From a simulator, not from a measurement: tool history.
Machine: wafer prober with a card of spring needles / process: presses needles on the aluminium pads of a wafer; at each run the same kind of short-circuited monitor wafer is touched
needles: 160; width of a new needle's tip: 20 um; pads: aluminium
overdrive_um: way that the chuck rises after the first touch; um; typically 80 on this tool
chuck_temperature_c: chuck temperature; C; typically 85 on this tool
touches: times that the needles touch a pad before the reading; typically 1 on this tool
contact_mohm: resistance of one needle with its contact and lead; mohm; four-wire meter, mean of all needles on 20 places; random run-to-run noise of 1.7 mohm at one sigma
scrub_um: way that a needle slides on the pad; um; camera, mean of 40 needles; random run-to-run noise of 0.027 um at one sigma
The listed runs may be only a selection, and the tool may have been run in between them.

{"run": 1, "hour": 0.0, "overdrive_um": 80, "chuck_temperature_c": 85, "touches": 1, "contact_mohm": 169, "scrub_um": 18.52}
{"hour": 3.6, "done": "tips cleaned on abrasive film"}
{"hour": 21.0, "done": "tips cleaned on abrasive film"}
{"hour": 38.5, "done": "tips cleaned on abrasive film"}
{"run": 2, "hour": 48.9, "overdrive_um": 80, "chuck_temperature_c": 85, "touches": 1, "contact_mohm": 171, "scrub_um": 18.5}
{"hour": 55.8, "done": "tips cleaned on abrasive film"}
{"hour": 73.3, "done": "tips cleaned on abrasive film"}
{"hour": 90.7, "done": "tips cleaned on abrasive film"}
{"run": 3, "hour": 104.5, "overdrive_um": 80, "chuck_temperature_c": 107, "touches": 1, "contact_mohm": 175, "scrub_um": 18.45}
{"hour": 108.1, "done": "tips cleaned on abrasive film"}
{"hour": 111.8, "done": "height of the first contact set anew"}
{"hour": 125.8, "done": "tips cleaned on abrasive film"}
{"hour": 143.2, "done": "tips cleaned on abrasive film"}
{"run": 4, "hour": 149.9, "overdrive_um": 61, "chuck_temperature_c": 85, "touches": 1, "contact_mohm": 179, "scrub_um": 14.05}
{"hour": 160.4, "done": "tips cleaned on abrasive film"}
{"hour": 177.8, "done": "tips cleaned on abrasive film"}
{"hour": 195.3, "done": "tips cleaned on abrasive film"}
{"hour": 212.7, "done": "tips cleaned on abrasive film"}
{"hour": 230.1, "done": "tips cleaned on abrasive film"}
{"run": 5, "hour": 236.5, "overdrive_um": 80, "chuck_temperature_c": 85, "touches": 1, "contact_mohm": 171, "scrub_um": 18.45}
{"hour": 247.0, "done": "tips cleaned on abrasive film"}
{"hour": 261.0, "done": "tips cleaned on abrasive film"}
{"hour": 278.4, "done": "tips cleaned on abrasive film"}
{"hour": 293.1, "done": "tips cleaned on abrasive film"}
{"run": 6, "hour": 293.1, "overdrive_um": 80, "chuck_temperature_c": 85, "touches": 1, "contact_mohm": 168, "scrub_um": 18.48}
{"hour": 307.1, "done": "tips cleaned on abrasive film"}
{"hour": 324.5, "done": "tips cleaned on abrasive film"}
{"hour": 342.0, "done": "tips cleaned on abrasive film"}
{"run": 7, "hour": 349.3, "overdrive_um": 80, "chuck_temperature_c": 85, "touches": 1, "contact_mohm": 169, "scrub_um": 18.46}
{"hour": 356.3, "done": "tips cleaned on abrasive film"}
{"hour": 370.3, "done": "tips cleaned on abrasive film"}
{"hour": 387.7, "done": "tips cleaned on abrasive film"}
{"hour": 401.7, "done": "tips cleaned on abrasive film"}
{"hour": 418.5, "done": "tips cleaned on abrasive film"}
{"run": 8, "hour": 418.5, "overdrive_um": 80, "chuck_temperature_c": 85, "touches": 1, "contact_mohm": 167, "scrub_um": 18.42}
{"hour": 432.4, "done": "tips cleaned on abrasive film"}
{"hour": 449.9, "done": "tips cleaned on abrasive film"}
{"hour": 467.3, "done": "tips cleaned on abrasive film"}
{"run": 9, "hour": 468.8, "overdrive_um": 80, "chuck_temperature_c": 85, "touches": 2, "contact_mohm": 170, "scrub_um": 18.38}
{"hour": 482.8, "done": "tips cleaned on abrasive film"}
{"hour": 490.0, "done": "height of the first contact set anew"}
{"hour": 500.5, "done": "tips cleaned on abrasive film"}
{"run": 10, "hour": 509.8, "overdrive_um": 80, "chuck_temperature_c": 43, "touches": 1, "contact_mohm": 163, "scrub_um": 18.39}
{"hour": 516.8, "done": "tips cleaned on abrasive film"}
{"hour": 534.2, "done": "tips cleaned on abrasive film"}
{"hour": 551.7, "done": "tips cleaned on abrasive film"}
{"hour": 569.1, "done": "tips cleaned on abrasive film"}
{"hour": 586.6, "done": "tips cleaned on abrasive film"}
{"run": 11, "hour": 588.0, "overdrive_um": 80, "chuck_temperature_c": 85, "touches": 1, "contact_mohm": 171, "scrub_um": 18.43}
{"hour": 602.0, "done": "tips cleaned on abrasive film"}
{"hour": 615.9, "done": "tips cleaned on abrasive film"}
{"hour": 633.4, "done": "tips cleaned on abrasive film"}
{"run": 12, "hour": 639.7, "overdrive_um": 80, "chuck_temperature_c": 85, "touches": 1, "contact_mohm": 168, "scrub_um": 18.43}
{"hour": 650.2, "done": "tips cleaned on abrasive film"}
{"hour": 667.6, "done": "tips cleaned on abrasive film"}
{"hour": 685.0, "done": "tips cleaned on abrasive film"}
{"hour": 702.5, "done": "tips cleaned on abrasive film"}
{"hour": 719.9, "done": "tips cleaned on abrasive film"}
{"run": 13, "hour": 720.9, "overdrive_um": 80, "chuck_temperature_c": 85, "touches": 1, "contact_mohm": 170, "scrub_um": 18.35}
{"hour": 734.9, "done": "tips cleaned on abrasive film"}
{"hour": 752.3, "done": "tips cleaned on abrasive film"}
{"hour": 769.7, "done": "tips cleaned on abrasive film"}
{"hour": 786.5, "done": "tips cleaned on abrasive film"}
{"run": 14, "hour": 786.5, "overdrive_um": 80, "chuck_temperature_c": 85, "touches": 1, "contact_mohm": 169, "scrub_um": 18.4}
{"hour": 803.9, "done": "tips cleaned on abrasive film"}
{"hour": 817.9, "done": "tips cleaned on abrasive film"}
{"run": 15, "hour": 828.5, "overdrive_um": 61, "chuck_temperature_c": 35, "touches": 3, "contact_mohm": 167, "scrub_um": 13.96}
{"hour": 832.1, "done": "tips cleaned on abrasive film"}
{"hour": 849.5, "done": "tips cleaned on abrasive film"}
{"hour": 867.0, "done": "tips cleaned on abrasive film"}
{"hour": 867.3, "done": "height of the first contact set anew"}
{"run": 16, "hour": 869.6, "overdrive_um": 61, "chuck_temperature_c": 35, "touches": 3, "contact_mohm": 164, "scrub_um": 13.99}
{"hour": 883.6, "done": "tips cleaned on abrasive film"}
{"hour": 901.0, "done": "tips cleaned on abrasive film"}
{"hour": 918.5, "done": "tips cleaned on abrasive film"}
{"hour": 935.9, "done": "tips cleaned on abrasive film"}
{"run": 17, "hour": 938.0, "overdrive_um": 97, "chuck_temperature_c": 40, "touches": 2, "contact_mohm": 157, "scrub_um": 22.23}
{"hour": 952.0, "done": "tips cleaned on abrasive film"}
{"hour": 969.4, "done": "tips cleaned on abrasive film"}
{"hour": 986.9, "done": "tips cleaned on abrasive film"}
{"hour": 1004.3, "done": "tips cleaned on abrasive film"}
{"run": 18, "hour": 1012.9, "overdrive_um": 87, "chuck_temperature_c": 77, "touches": 3, "contact_mohm": 165, "scrub_um": 20}
{"hour": 1019.9, "done": "tips cleaned on abrasive film"}
{"hour": 1037.3, "done": "tips cleaned on abrasive film"}
{"hour": 1051.3, "done": "tips cleaned on abrasive film"}
{"run": 19, "hour": 1064.0, "overdrive_um": 80, "chuck_temperature_c": 85, "touches": 2, "contact_mohm": 171, "scrub_um": 18.29}
{"hour": 1067.6, "done": "tips cleaned on abrasive film"}
{"hour": 1085.0, "done": "tips cleaned on abrasive film"}
{"hour": 1102.5, "done": "tips cleaned on abrasive film"}
{"run": 20, "hour": 1105.7, "overdrive_um": 80, "chuck_temperature_c": 85, "touches": 2, "contact_mohm": 169, "scrub_um": 18.33}
{"hour": 1119.7, "done": "tips cleaned on abrasive film"}
{"hour": 1137.1, "done": "tips cleaned on abrasive film"}
{"hour": 1154.5, "done": "tips cleaned on abrasive film"}
{"hour": 1172.0, "done": "tips cleaned on abrasive film"}
{"hour": 1187.2, "done": "tips cleaned on abrasive film"}
{"run": 21, "hour": 1187.2, "overdrive_um": 80, "chuck_temperature_c": 85, "touches": 2, "contact_mohm": 173, "scrub_um": 18.29}
{"hour": 1204.6, "done": "tips cleaned on abrasive film"}
{"hour": 1222.0, "done": "tips cleaned on abrasive film"}
{"hour": 1239.5, "done": "tips cleaned on abrasive film"}
{"hour": 1243.3, "done": "height of the first contact set anew"}
{"hour": 1257.2, "done": "tips cleaned on abrasive film"}
{"run": 22, "hour": 1269.1, "overdrive_um": 95, "chuck_temperature_c": 85, "touches": 2, "contact_mohm": 166, "scrub_um": 21.71}
{"hour": 1272.7, "done": "tips cleaned on abrasive film"}
{"hour": 1290.1, "done": "tips cleaned on abrasive film"}
{"hour": 1307.5, "done": "tips cleaned on abrasive film"}
{"hour": 1321.5, "done": "tips cleaned on abrasive film"}
{"hour": 1338.9, "done": "tips cleaned on abrasive film"}
{"hour": 1356.4, "done": "tips cleaned on abrasive film"}
{"run": 23, "hour": 1356.8, "overdrive_um": 95, "chuck_temperature_c": 96, "touches": 1, "contact_mohm": 170, "scrub_um": 21.7}
{"hour": 1370.8, "done": "tips cleaned on abrasive film"}
{"hour": 1388.3, "done": "tips cleaned on abrasive film"}
{"hour": 1405.7, "done": "tips cleaned on abrasive film"}
{"hour": 1423.1, "done": "tips cleaned on abrasive film"}
{"run": 24, "hour": 1424.2, "overdrive_um": 62, "chuck_temperature_c": 118, "touches": 2, "contact_mohm": 184, "scrub_um": 14.15}
{"hour": 1438.2, "done": "tips cleaned on abrasive film"}
{"hour": 1455.6, "done": "tips cleaned on abrasive film"}
{"run": 25, "hour": 1467.2, "overdrive_um": 60, "chuck_temperature_c": 40, "touches": 2, "contact_mohm": 169, "scrub_um": 13.68}
{"hour": 1470.7, "done": "tips cleaned on abrasive film"}
{"hour": 1488.2, "done": "tips cleaned on abrasive film"}
{"hour": 1505.6, "done": "tips cleaned on abrasive film"}
{"run": 26, "hour": 1518.7, "overdrive_um": 90, "chuck_temperature_c": 77, "touches": 1, "contact_mohm": 168, "scrub_um": 20.52}

Predict each of these 3 candidate next runs independently; none follows another, all start after run 26:
{"hour": 1522.3, "done": "tips cleaned on abrasive film"}
{"hour": 1539.7, "done": "tips cleaned on abrasive film"}
{"hour": 1557.2, "done": "tips cleaned on abrasive film"}
{"hour": 1574.6, "done": "tips cleaned on abrasive film"}
{"run": "A", "hour": 1583.8, "overdrive_um": 83, "chuck_temperature_c": 60, "touches": 1, "contact_mohm": "?", "scrub_um": "?"}
{"hour": 1522.3, "done": "tips cleaned on abrasive film"}
{"hour": 1539.7, "done": "tips cleaned on abrasive film"}
{"hour": 1557.2, "done": "tips cleaned on abrasive film"}
{"hour": 1574.6, "done": "tips cleaned on abrasive film"}
{"run": "B", "hour": 1583.8, "overdrive_um": 80, "chuck_temperature_c": 31, "touches": 1, "contact_mohm": "?", "scrub_um": "?"}
{"hour": 1522.3, "done": "tips cleaned on abrasive film"}
{"hour": 1539.7, "done": "tips cleaned on abrasive film"}
{"hour": 1557.2, "done": "tips cleaned on abrasive film"}
{"hour": 1574.6, "done": "tips cleaned on abrasive film"}
{"run": "C", "hour": 1583.8, "overdrive_um": 81, "chuck_temperature_c": 31, "touches": 2, "contact_mohm": "?", "scrub_um": "?"}

run=A contact_mohm=162 scrub_um=18.97
run=B contact_mohm=159 scrub_um=18.26
run=C contact_mohm=160 scrub_um=18.49
With the hidden condition removed and each run's random variation left untouched, the same runs would have given:
run=A contact_mohm=162 scrub_um=19.22
run=B contact_mohm=159 scrub_um=18.5
run=C contact_mohm=160 scrub_um=18.73

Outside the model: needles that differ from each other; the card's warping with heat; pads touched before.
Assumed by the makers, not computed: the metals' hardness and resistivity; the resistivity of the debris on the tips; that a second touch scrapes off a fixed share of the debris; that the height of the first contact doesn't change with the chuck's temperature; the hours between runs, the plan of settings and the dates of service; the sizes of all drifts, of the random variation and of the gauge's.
